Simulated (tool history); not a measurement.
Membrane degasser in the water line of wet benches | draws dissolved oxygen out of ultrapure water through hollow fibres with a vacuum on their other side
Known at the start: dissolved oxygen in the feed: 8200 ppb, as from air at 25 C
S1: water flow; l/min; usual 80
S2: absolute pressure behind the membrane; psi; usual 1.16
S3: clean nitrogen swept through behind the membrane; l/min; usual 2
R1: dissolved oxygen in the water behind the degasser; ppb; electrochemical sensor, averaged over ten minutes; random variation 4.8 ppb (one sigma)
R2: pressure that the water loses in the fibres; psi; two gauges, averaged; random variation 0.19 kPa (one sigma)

Run 1, hour 0: usual settings. Result: R1 564.3 ppb, R2 5.845 psi.
Run 2, hour 51: usual settings. Result: R1 575.1 ppb, R2 5.832 psi.
Run 3, hour 105.9: usual settings. Result: R1 562.3 ppb, R2 5.889 psi.
At hour 159.3: vacuum gauge calibrated.
Run 4, hour 163.1: usual settings. Result: R1 563.1 ppb, R2 5.77 psi.
Run 5, hour 199.9: usual settings. Result: R1 570.5 ppb, R2 5.815 psi.
Run 6, hour 242.6: usual settings. Result: R1 569.6 ppb, R2 5.79 psi.
Run 7, hour 293.6: usual settings. Result: R1 574.3 ppb, R2 5.849 psi.
Run 8, hour 333.5: usual settings. Result: R1 577.2 ppb, R2 5.864 psi.
At hour 343.5: vacuum gauge calibrated, once more.
Run 9, hour 379.3: usual settings. Result: R1 554.4 ppb, R2 5.813 psi.
Run 10, hour 422.5: usual settings. Result: R1 553.8 ppb, R2 5.819 psi.
Run 11, hour 469.2: usual settings. Result: R1 552.7 ppb, R2 5.841 psi.
Run 12, hour 499.4: usual settings. Result: R1 545.5 ppb, R2 5.857 psi.
Run 13, hour 545.6: usual settings but S3 5.18 l/min. Result: R1 346.8 ppb, R2 5.842 psi.
Run 14, hour 579.8: usual settings but S3 5.18 l/min. Result: R1 349.7 ppb, R2 5.887 psi.
Run 15, hour 625.8: usual settings but S1 67 l/min. Result: R1 424 ppb, R2 4.894 psi.
Run 16, hour 671.5: usual settings but S2 1.382 psi, S3 1.19 l/min. Result: R1 871.6 ppb, R2 5.861 psi.
Run 17, hour 704.6: usual settings but S2 1.382 psi, S3 1.19 l/min. Result: R1 856.3 ppb, R2 5.878 psi.
Run 18, hour 730: usual settings but S1 95 l/min, S2 1.382 psi, S3 2.55 l/min. Result: R1 738.5 ppb, R2 6.917 psi.
Run 19, hour 779.6: usual settings but S1 104 l/min, S2 1.745 psi. Result: R1 1143.5 ppb, R2 7.587 psi.
Run 20, hour 805.5: usual settings but S1 104 l/min, S2 2.695 psi, S3 3.52 l/min. Result: R1 1194.9 ppb, R2 7.568 psi.
Run 21, hour 858.8: usual settings but S2 0.857 psi, S3 1.34 l/min. Result: R1 479.4 ppb, R2 5.81 psi.
Run 22, hour 901.9: usual settings but S1 107 l/min, S2 0.857 psi, S3 1.34 l/min. Result: R1 729.6 ppb, R2 7.849 psi.
Run 23, hour 957.8: usual settings but S1 107 l/min, S2 0.792 psi, S3 2.44 l/min. Result: R1 583.7 ppb, R2 7.894 psi.
Run 24, hour 1010.6: usual settings but S3 2.52 l/min. Result: R1 490.1 ppb, R2 5.91 psi.
Run 25, hour 1057.2: usual settings but S3 2.52 l/min. Result: R1 490.6 ppb, R2 5.883 psi.
Run 26, hour 1111.3: usual settings but S1 58 l/min, S2 2.215 psi, S3 0.91 l/min. Result: R1 1264.2 ppb, R2 4.223 psi.
Run 27, hour 1167.2: usual settings but S1 83 l/min, S2 1.772 psi, S3 5.02 l/min. Result: R1 533.3 ppb, R2 6.154 psi.
Run 28, hour 1218.9: usual settings but S1 83 l/min, S2 1.772 psi, S3 5.02 l/min. Result: R1 536.9 ppb, R2 6.054 psi.
Run 29, hour 1246: usual settings but S1 83 l/min, S2 1.772 psi, S3 5.02 l/min. Result: R1 532.2 ppb, R2 6.093 psi.

Forecast each of these 5 alternatives for the next run:
Run A, hour 1297.5: usual settings but S1 61 l/min. Result: R1 ?, R2 ?.
Run B, hour 1297.5: usual settings but S1 86 l/min, S2 1.656 psi, S3 4.01 l/min. Result: R1 ?, R2 ?.
Run C, hour 1297.5: usual settings but S1 111 l/min, S2 0.701 psi, S3 1.05 l/min. Result: R1 ?, R2 ?.
Run D, hour 1297.5: usual settings but S1 89 l/min. Result: R1 ?, R2 ?.
Run E, hour 1297.5: usual settings but S1 50 l/min, S2 0.817 psi, S3 5.02 l/min. Result: R1 ?, R2 ?.

run     R1     R2
  A  375.4  4.453
  B  600.5  6.295
  C  685.3  8.118
  D  659.7  6.506
  E   96.8  3.701
Without the tool's hidden state the same runs would have given:
run     R1     R2
  A  367.7  4.382
  B  586.4  6.196
  C  661.6   7.99
  D  643.8  6.405
  E   92.6  3.645
